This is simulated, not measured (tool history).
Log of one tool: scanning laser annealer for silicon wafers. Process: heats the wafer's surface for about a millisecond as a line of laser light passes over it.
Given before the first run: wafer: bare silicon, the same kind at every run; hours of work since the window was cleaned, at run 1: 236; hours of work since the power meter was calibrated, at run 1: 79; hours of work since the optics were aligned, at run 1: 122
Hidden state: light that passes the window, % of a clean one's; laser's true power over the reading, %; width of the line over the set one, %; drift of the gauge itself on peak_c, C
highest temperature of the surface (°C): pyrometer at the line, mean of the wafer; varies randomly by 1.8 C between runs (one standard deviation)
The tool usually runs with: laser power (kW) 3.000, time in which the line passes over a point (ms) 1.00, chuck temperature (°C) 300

run	hour	laser power (kW)	time in which the line passes over a point (ms)	chuck temperature (°C)	hours of work since the window was cleaned	hours of work since the power meter was calibrated	hours of work since the optics were aligned	highest temperature of the surface (°C)
1	0.0	3.000	1.00	300	236	79	122	1085
2	41.4	3.000	1.00	300	260	103	145	1083
3	67.8	3.000	1.00	300	275	118	160	1082
4	90.9	3.000	1.00	300	288	131	173	1080
5	112.8	3.000	1.00	300	300	143	186	1086
6	150.4	3.000	1.00	300	322	165	207	1084
7	174.3	3.000	1.00	271	336	179	221	1051
8	203.3	3.000	1.00	271	352	195	238	1055
9	237.5	3.000	1.04	300	372	215	257	1097
10	273.9	3.000	1.04	300	392	235	278	1095
11	299.4	3.000	1.04	300	407	250	292	1097
12	335.6	3.000	1.04	333	428	271	313	1129
13	365.1	3.000	1.04	333	444	287	330	1133
14	382.4	3.000	1.04	333	454	297	340	1129
15	423.8	3.000	1.00	269	478	321	364	1052
16	442.7	3.000	0.90	269	489	332	374	1011
17	481.8	2.961	1.00	300	511	354	397	1069
18	518.6	2.961	1.00	300	532	375	418	1069
19	535.9	2.961	1.00	300	542	385	428	1071
20	571.3	3.000	1.00	300	562	405	448	1081
21	605.6	2.733	0.92	300	582	425	467	983
22	631.2	2.729	1.17	314	596	439	482	1079
23	660.2	2.729	1.17	307	613	456	498	1071
24	678.8	3.066	0.95	276	624	466	509	1055
25	706.1	3.249	0.74	324	639	482	525	1060
26	729.6	2.652	0.87	308	653	495	538	952
27	754.1	2.652	0.77	302	667	509	552	911
28	775.1	3.000	1.00	269	679	521	564	1055
29	814.6	2.969	1.24	323	701	544	587	1183
30	836.3	2.722	0.74	273	713	556	599	888
31	870.9	2.722	0.74	273	733	576	619	893
32	887.6	2.722	0.74	273	743	586	628	891
# hour 899.5: window over the wafer cleaned
33	916.3	3.256	0.92	300	10	601	643	1121
34	944.9	3.256	0.92	300	26	617	660	1118
35	967.7	3.256	0.92	300	39	630	673	1121
36	999.8	3.256	0.92	300	57	649	691	1118
37	1041.0	3.256	0.92	300	81	672	715	1114
38	1068.2	3.256	0.92	300	96	688	730	1115
39	1101.2	3.256	0.92	300	115	706	749	1117
40	1135.6	3.256	0.74	302	135	726	769	1041

Take each entry between the runs: how does the hidden state at the last listed run before it differ from the hidden state at the first listed run after it?
Between runs 32 and 33: window over the wafer cleaned (hour 899.5)
  light that passes the window, % of a clean one's: 99.95 -> 100
